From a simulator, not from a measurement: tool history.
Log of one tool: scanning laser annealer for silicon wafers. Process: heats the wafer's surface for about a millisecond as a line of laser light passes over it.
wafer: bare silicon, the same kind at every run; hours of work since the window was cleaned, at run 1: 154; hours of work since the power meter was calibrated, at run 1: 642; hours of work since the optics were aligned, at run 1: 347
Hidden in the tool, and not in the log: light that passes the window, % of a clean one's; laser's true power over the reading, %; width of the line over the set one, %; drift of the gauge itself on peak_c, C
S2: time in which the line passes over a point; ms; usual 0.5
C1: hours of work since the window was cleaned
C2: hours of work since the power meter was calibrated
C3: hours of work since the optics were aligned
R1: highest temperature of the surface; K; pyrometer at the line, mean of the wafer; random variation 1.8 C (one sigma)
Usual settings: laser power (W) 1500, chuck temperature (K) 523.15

run 1 hour=0 | laser_power_(W)=1500 S2=0.5 chuck_temperature_(K)=523.15 | C1=154 C2=642 C3=347 | R1=1227.15
run 2 hour=42.3 | laser_power_(W)=1500 S2=0.5 chuck_temperature_(K)=523.15 | C1=174 C2=662 C3=367 | R1=1220.15
run 3 hour=90.2 | laser_power_(W)=1500 S2=0.5 chuck_temperature_(K)=523.15 | C1=196 C2=684 C3=389 | R1=1221.15
run 4 hour=120.8 | laser_power_(W)=1500 S2=0.5 chuck_temperature_(K)=523.15 | C1=211 C2=699 C3=404 | R1=1216.15
run 5 hour=148.8 | laser_power_(W)=1500 S2=0.5 chuck_temperature_(K)=523.15 | C1=224 C2=712 C3=417 | R1=1212.15
run 6 hour=181.6 | laser_power_(W)=1500 S2=0.5 chuck_temperature_(K)=523.15 | C1=239 C2=727 C3=432 | R1=1214.15
run 7 hour=209.1 | laser_power_(W)=1602 S2=0.5 chuck_temperature_(K)=523.15 | C1=252 C2=740 C3=445 | R1=1267.15
run 8 hour=252.6 | laser_power_(W)=1602 S2=0.5 chuck_temperature_(K)=523.15 | C1=272 C2=760 C3=465 | R1=1262.15
-- hour=256.7 window over the wafer cleaned
run 9 hour=292.5 | laser_power_(W)=1602 S2=0.5 chuck_temperature_(K)=523.15 | C1=17 C2=778 C3=483 | R1=1251.15
run 10 hour=313 | laser_power_(W)=1500 S2=0.5 chuck_temperature_(K)=523.15 | C1=26 C2=788 C3=493 | R1=1193.15
run 11 hour=340.9 | laser_power_(W)=1500 S2=0.5 chuck_temperature_(K)=523.15 | C1=39 C2=801 C3=506 | R1=1195.15
run 12 hour=363.4 | laser_power_(W)=1356 S2=0.575 chuck_temperature_(K)=523.15 | C1=50 C2=811 C3=516 | R1=1157.15
run 13 hour=384.3 | laser_power_(W)=1356 S2=0.575 chuck_temperature_(K)=523.15 | C1=60 C2=821 C3=526 | R1=1153.15
-- hour=396 window over the wafer cleaned, once more
run 14 hour=422.2 | laser_power_(W)=1500 S2=0.606 chuck_temperature_(K)=523.15 | C1=12 C2=838 C3=543 | R1=1300.15
run 15 hour=460.4 | laser_power_(W)=1500 S2=0.413 chuck_temperature_(K)=541.15 | C1=30 C2=856 C3=561 | R1=1183.15

Forecast run 16:
run 16 hour=498.6 | laser_power_(W)=1623 S2=0.601 chuck_temperature_(K)=534.15 | C1=48 C2=874 C3=579 | R1=?

{"run 16": {"R1": 1381.15}}
Without the tool's hidden state the same run would have given R1 1412.15 K.
